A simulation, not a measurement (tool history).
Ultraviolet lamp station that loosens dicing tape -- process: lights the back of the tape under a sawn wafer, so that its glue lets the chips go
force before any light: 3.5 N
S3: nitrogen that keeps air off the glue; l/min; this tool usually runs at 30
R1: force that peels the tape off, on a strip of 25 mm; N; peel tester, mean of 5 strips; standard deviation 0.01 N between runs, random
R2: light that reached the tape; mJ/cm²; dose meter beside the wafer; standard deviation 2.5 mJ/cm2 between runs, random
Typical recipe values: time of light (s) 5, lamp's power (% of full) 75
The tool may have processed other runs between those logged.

run 1 hour=0.0 | time_of_light_(s)=5 lamp's_power_(%_of_full)=75 S3=30 | R1=0.577 R2=268
run 2 hour=40.0 | time_of_light_(s)=5 lamp's_power_(%_of_full)=75 S3=30 | R1=0.559 R2=264
run 3 hour=91.1 | time_of_light_(s)=5 lamp's_power_(%_of_full)=75 S3=30 | R1=0.559 R2=259
run 4 hour=136.2 | time_of_light_(s)=5 lamp's_power_(%_of_full)=75 S3=30 | R1=0.579 R2=255
-- hour=166.1 window cleaned of glue's vapour
run 5 hour=171.3 | time_of_light_(s)=5 lamp's_power_(%_of_full)=75 S3=30 | R1=0.547 R2=269
run 6 hour=198.5 | time_of_light_(s)=5 lamp's_power_(%_of_full)=75 S3=30 | R1=0.522 R2=272
run 7 hour=251.7 | time_of_light_(s)=3 lamp's_power_(%_of_full)=75 S3=30 | R1=1.053 R2=159
run 8 hour=296.2 | time_of_light_(s)=7 lamp's_power_(%_of_full)=75 S3=30 | R1=0.325 R2=368
run 9 hour=355.4 | time_of_light_(s)=7 lamp's_power_(%_of_full)=75 S3=30 | R1=0.334 R2=363
run 10 hour=405.5 | time_of_light_(s)=7 lamp's_power_(%_of_full)=75 S3=30 | R1=0.337 R2=352
run 11 hour=454.0 | time_of_light_(s)=5 lamp's_power_(%_of_full)=75 S3=9 | R1=1.172 R2=254
run 12 hour=514.6 | time_of_light_(s)=5 lamp's_power_(%_of_full)=75 S3=9 | R1=1.187 R2=247
run 13 hour=578.5 | time_of_light_(s)=5 lamp's_power_(%_of_full)=75 S3=9 | R1=1.219 R2=237
run 14 hour=627.1 | time_of_light_(s)=5 lamp's_power_(%_of_full)=75 S3=9 | R1=1.325 R2=236
run 15 hour=676.8 | time_of_light_(s)=5 lamp's_power_(%_of_full)=75 S3=9 | R1=1.258 R2=232
run 16 hour=731.7 | time_of_light_(s)=5 lamp's_power_(%_of_full)=75 S3=9 | R1=1.315 R2=226
run 17 hour=786.8 | time_of_light_(s)=5 lamp's_power_(%_of_full)=75 S3=9 | R1=1.324 R2=226
run 18 hour=825.4 | time_of_light_(s)=3 lamp's_power_(%_of_full)=97 S3=9 | R1=1.640 R2=167
run 19 hour=890.2 | time_of_light_(s)=3 lamp's_power_(%_of_full)=66 S3=19 | R1=1.763 R2=114
run 20 hour=942.7 | time_of_light_(s)=5 lamp's_power_(%_of_full)=99 S3=24 | R1=0.578 R2=283
run 21 hour=1004.6 | time_of_light_(s)=5 lamp's_power_(%_of_full)=99 S3=24 | R1=0.598 R2=276
run 22 hour=1035.5 | time_of_light_(s)=5 lamp's_power_(%_of_full)=99 S3=24 | R1=0.623 R2=275
run 23 hour=1080.8 | time_of_light_(s)=2 lamp's_power_(%_of_full)=77 S3=11 | R1=2.348 R2=82
run 24 hour=1121.8 | time_of_light_(s)=6 lamp's_power_(%_of_full)=75 S3=53 | R1=0.454 R2=245
-- hour=1161.5 window cleaned of glue's vapour
-- hour=1169.8 lamp changed
run 25 hour=1171.1 | time_of_light_(s)=6 lamp's_power_(%_of_full)=75 S3=53 | R1=0.245 R2=355
run 26 hour=1208.0 | time_of_light_(s)=6 lamp's_power_(%_of_full)=71 S3=30 | R1=0.402 R2=328
run 27 hour=1238.6 | time_of_light_(s)=6 lamp's_power_(%_of_full)=71 S3=30 | R1=0.395 R2=329
run 28 hour=1271.5 | time_of_light_(s)=6 lamp's_power_(%_of_full)=71 S3=30 | R1=0.408 R2=320
run 29 hour=1323.2 | time_of_light_(s)=7 lamp's_power_(%_of_full)=71 S3=42 | R1=0.250 R2=371
run 30 hour=1378.2 | time_of_light_(s)=7 lamp's_power_(%_of_full)=71 S3=42 | R1=0.261 R2=366
run 31 hour=1405.2 | time_of_light_(s)=7 lamp's_power_(%_of_full)=75 S3=52 | R1=0.223 R2=388
run 32 hour=1447.5 | time_of_light_(s)=7 lamp's_power_(%_of_full)=75 S3=52 | R1=0.232 R2=378
run 33 hour=1492.7 | time_of_light_(s)=7 lamp's_power_(%_of_full)=75 S3=52 | R1=0.229 R2=374

Below are 4 alternative next runs, each starting from the tool's condition after run 33. Predict each:
run A hour=1524.5 | time_of_light_(s)=3 lamp's_power_(%_of_full)=75 S3=30 | R1=? R2=?
run B hour=1524.5 | time_of_light_(s)=4 lamp's_power_(%_of_full)=73 S3=52 | R1=? R2=?
run C hour=1524.5 | time_of_light_(s)=7 lamp's_power_(%_of_full)=73 S3=48 | R1=? R2=?
run D hour=1524.5 | time_of_light_(s)=8 lamp's_power_(%_of_full)=75 S3=52 | R1=? R2=?

run=A R1=1.098 R2=159
run=B R1=0.597 R2=207
run=C R1=0.257 R2=363
run=D R1=0.193 R2=424
Had the tool no hidden state, the same runs would have come out as:
run=A R1=0.962 R2=178
run=B R1=0.498 R2=232
run=C R1=0.220 R2=407
run=D R1=0.173 R2=475
